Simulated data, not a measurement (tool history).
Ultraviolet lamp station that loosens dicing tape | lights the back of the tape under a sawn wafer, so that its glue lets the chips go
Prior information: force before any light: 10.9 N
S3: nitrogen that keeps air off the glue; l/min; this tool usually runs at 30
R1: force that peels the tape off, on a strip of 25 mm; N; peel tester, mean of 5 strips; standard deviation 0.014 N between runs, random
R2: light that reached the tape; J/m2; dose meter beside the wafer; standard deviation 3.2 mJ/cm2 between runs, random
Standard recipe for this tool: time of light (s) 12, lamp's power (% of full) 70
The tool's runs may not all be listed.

Run 1, hour 0.0: usual settings. Result: R1 0.856 N, R2 4590 J/m2.
Run 2, hour 24.3: usual settings. Result: R1 0.885 N, R2 4620 J/m2.
Run 3, hour 78.8: usual settings. Result: R1 0.892 N, R2 4560 J/m2.
Run 4, hour 126.7: usual settings. Result: R1 0.866 N, R2 4550 J/m2.
Run 5, hour 170.4: usual settings. Result: R1 0.887 N, R2 4460 J/m2.
Run 6, hour 212.5: usual settings. Result: R1 0.866 N, R2 4490 J/m2.
Run 7, hour 256.8: usual settings. Result: R1 0.897 N, R2 4450 J/m2.
Run 8, hour 306.0: usual settings. Result: R1 0.927 N, R2 4410 J/m2.
Run 9, hour 333.4: usual settings but time of light (s) 24, lamp's power (% of full) 94. Result: R1 0.083 N, R2 11860 J/m2.
Run 10, hour 358.2: usual settings but lamp's power (% of full) 99, S3 35 l/min. Result: R1 0.319 N, R2 6160 J/m2.
Run 11, hour 403.9: usual settings but lamp's power (% of full) 97. Result: R1 0.404 N, R2 6090 J/m2.
Run 12, hour 444.8: usual settings but lamp's power (% of full) 97. Result: R1 0.423 N, R2 6040 J/m2.
Run 13, hour 484.2: usual settings but time of light (s) 24, lamp's power (% of full) 66, S3 25 l/min. Result: R1 0.214 N, R2 8190 J/m2.
Run 14, hour 516.6: usual settings but time of light (s) 24, lamp's power (% of full) 66, S3 25 l/min. Result: R1 0.207 N, R2 8040 J/m2.
At hour 531.2: window cleaned of glue's vapour.
Run 15, hour 544.6: usual settings but time of light (s) 11, lamp's power (% of full) 71, S3 37 l/min. Result: R1 0.892 N, R2 4100 J/m2.

Branching from run 15: 4 alternative next runs. What would each branch give?
Run A, hour 576.7: usual settings but lamp's power (% of full) 72, S3 29 l/min. Result: R1 ?, R2 ?.
Run B, hour 576.7: usual settings but time of light (s) 22, lamp's power (% of full) 82, S3 19 l/min. Result: R1 ?, R2 ?.
Run C, hour 576.7: usual settings but time of light (s) 11, lamp's power (% of full) 86, S3 37 l/min. Result: R1 ?, R2 ?.
Run D, hour 576.7: usual settings but time of light (s) 15, lamp's power (% of full) 86. Result: R1 ?, R2 ?.

run     R1    R2
  A  0.892  4530
  B  0.195  9440
  C  0.576  4970
  D  0.277  6780
The same runs, with their run-to-run variation unchanged, on a tool lacking any hidden condition would have given:
run     R1     R2
  A  0.622   5220
  B  0.134  10890
  C  0.386   5730
  D  0.179   7810

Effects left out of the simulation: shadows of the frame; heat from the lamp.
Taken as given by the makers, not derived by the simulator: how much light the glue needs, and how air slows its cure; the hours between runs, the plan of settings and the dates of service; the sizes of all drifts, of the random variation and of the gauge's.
